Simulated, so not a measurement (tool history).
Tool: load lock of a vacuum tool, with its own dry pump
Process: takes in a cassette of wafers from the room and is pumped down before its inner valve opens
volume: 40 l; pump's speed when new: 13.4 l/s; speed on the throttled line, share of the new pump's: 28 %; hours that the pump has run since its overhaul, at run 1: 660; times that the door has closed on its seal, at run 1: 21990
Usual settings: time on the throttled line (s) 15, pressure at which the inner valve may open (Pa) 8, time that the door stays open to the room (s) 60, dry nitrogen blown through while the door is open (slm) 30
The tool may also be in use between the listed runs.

run    hour  time on the throttled line (s)  pressure at which the inner valve may open (Pa)  time that the door stays open to the room (s)  dry nitrogen blown through while the door is open (slm)  hours that the pump has run since its overhaul  times that the door has closed on its seal  incoming humidity of the room's air, %  time from the closed door until the inner valve may open (s)  rise of the pressure with all valves shut (Pa/min)
  1     0.0                              15                                                8                                             60                                                       30                                             660                                       21990                                    41.5                                                          39.4                                               0.136
  2   119.3                              15                                                8                                             60                                                       30                                             779                                       22579                                    46.3                                                          39.8                                               0.141
  3   221.2                              15                                                8                                             27                                                       30                                             881                                       23082                                    43.1                                                          39.2                                               0.133
  4   376.6                              15                                                8                                             27                                                       30                                            1036                                       23848                                    47.8                                                          39.4                                               0.135
  5   519.3                              11                                                8                                             60                                                       30                                            1179                                       24553                                    47.9                                                          36.9                                               0.154
  6   608.0                              15                                                8                                             60                                                       30                                            1268                                       24991                                    44.7                                                          39.9                                               0.155
  7   713.5                              15                                                8                                             60                                                       30                                            1373                                       25511                                    46.5                                                          39.3                                               0.169
  8   846.6                              15                                                8                                             60                                                       30                                            1506                                       26168                                    43.0                                                          39.9                                               0.161
  9   997.5                              15                                                8                                             60                                                       30                                            1657                                       26912                                    44.2                                                          39.2                                               0.170
 10  1089.3                              15                                                8                                             60                                                       30                                            1749                                       27365                                    44.1                                                          39.0                                               0.172
 11  1176.0                              15                                                8                                             60                                                       17                                            1836                                       27793                                    48.1                                                          39.8                                               0.190
 12  1284.5                              15                                                8                                             60                                                        7                                            1944                                       28329                                    42.7                                                          39.2                                               0.206
 13  1442.0                              15                                                8                                             60                                                       30                                            2102                                       29106                                    44.8                                                          40.2                                               0.188
 14  1587.8                              15                                                8                                             60                                                       30                                            2247                                       29825                                    47.4                                                          39.4                                               0.195
 15  1738.7                              15                                                8                                             60                                                       30                                            2398                                       30570                                    42.3                                                          40.6                                               0.202
 16  1861.2                              15                                                8                                             60                                                       30                                            2521                                       31174                                    46.8                                                          39.8                                               0.205
 17  2038.9                              15                                                8                                             60                                                       30                                            2699                                       32051                                    47.6                                                          40.1                                               0.217
 18  2113.4                              15                                                8                                             60                                                       30                                            2773                                       32419                                    44.8                                                          39.9                                               0.215
 19  2291.0                              15                                                8                                             60                                                       27                                            2951                                       33295                                    43.5                                                          40.7                                               0.225
 20  2364.2                              15                                                8                                             60                                                       27                                            3024                                       33657                                    43.2                                                          40.2                                               0.235
 21  2505.0                              10                                                8                                             60                                                       27                                            3165                                       34351                                    47.5                                                          36.2                                               0.236
 22  2673.9                              10                                                8                                             60                                                       27                                            3334                                       35185                                    44.7                                                          37.1                                               0.246
 23  2789.2                              22                                                8                                             90                                                       44                                            3449                                       35753                                    42.5                                                          45.3                                               0.243
 24  2933.5                              15                                                8                                            105                                                       20                                            3593                                       36466                                    43.9                                                          40.0                                               0.282
 25  3010.3                              17                                               11                                             60                                                       30                                            3670                                       36845                                    43.8                                                          40.4                                               0.252
 26  3165.4                              17                                               11                                             60                                                       30                                            3825                                       37610                                    44.0                                                          40.6                                               0.256
 27  3300.8                               9                                               13                                             60                                                       11                                            3960                                       38278                                    44.6                                                          34.1                                               0.295
     3440.8  -- door's seal changed, seat wiped
 28  3448.6                              18                                                8                                             60                                                        9                                            4107                                          38                                    47.8                                                          42.8                                               0.073
 29  3563.8                              18                                                8                                             60                                                        7                                            4222                                         607                                    44.9                                                          42.3                                               0.075
 30  3725.4                              24                                                8                                             49                                                       25                                            4384                                        1404                                    47.1                                                          47.2                                               0.050
 31  3836.6                              24                                               13                                             49                                                        9                                            4495                                        1953                                    44.7                                                          46.1                                               0.063
 32  3954.2                              26                                                8                                            129                                                       30                                            4612                                        2533                                    41.6                                                          48.4                                               0.077
 33  4047.0                              22                                                9                                             40                                                       26                                            4705                                        2991                                    49.0                                                          46.0                                               0.045
 34  4141.7                              20                                                8                                             60                                                       41                                            4800                                        3458                                    45.0                                                          44.3                                               0.049
 35  4226.7                              19                                                8                                             60                                                       30                                            4885                                        3878                                    47.2                                                          43.2                                               0.056
 36  4378.0                              19                                                8                                             60                                                       30                                            5036                                        4625                                    44.0                                                          43.7                                               0.062
 37  4490.6                              19                                                8                                             60                                                       30                                            5149                                        5180                                    48.5                                                          43.9                                               0.062
 38  4599.6                              19                                                8                                             60                                                       30                                            5258                                        5718                                    41.8                                                          43.7                                               0.055

3 ways to go on from here, each from the tool as it stands after run 38. What would each give?
  A  4767.2                              12                                                9                                             60                                                       23                                            5425                                        6545                                    44.7                                                             ?                                                   ?
  B  4767.2                              11                                                8                                            159                                                       14                                            5425                                        6545                                    47.8                                                             ?                                                   ?
  C  4767.2                              15                                               10                                             37                                                       30                                            5425                                        6545                                    47.6                                                             ?                                                   ?

run  time from the closed door until the inner valve may open (s)  rise of the pressure with all valves shut (Pa/min)
  A                                                          38.4                                               0.064
  B                                                          38.0                                               0.131
  C                                                          40.4                                               0.055
Without the tool's hidden state the same runs would have given:
run  time from the closed door until the inner valve may open (s)  rise of the pressure with all valves shut (Pa/min)
  A                                                          36.6                                               0.047
  B                                                          36.2                                               0.115
  C                                                          38.7                                               0.038

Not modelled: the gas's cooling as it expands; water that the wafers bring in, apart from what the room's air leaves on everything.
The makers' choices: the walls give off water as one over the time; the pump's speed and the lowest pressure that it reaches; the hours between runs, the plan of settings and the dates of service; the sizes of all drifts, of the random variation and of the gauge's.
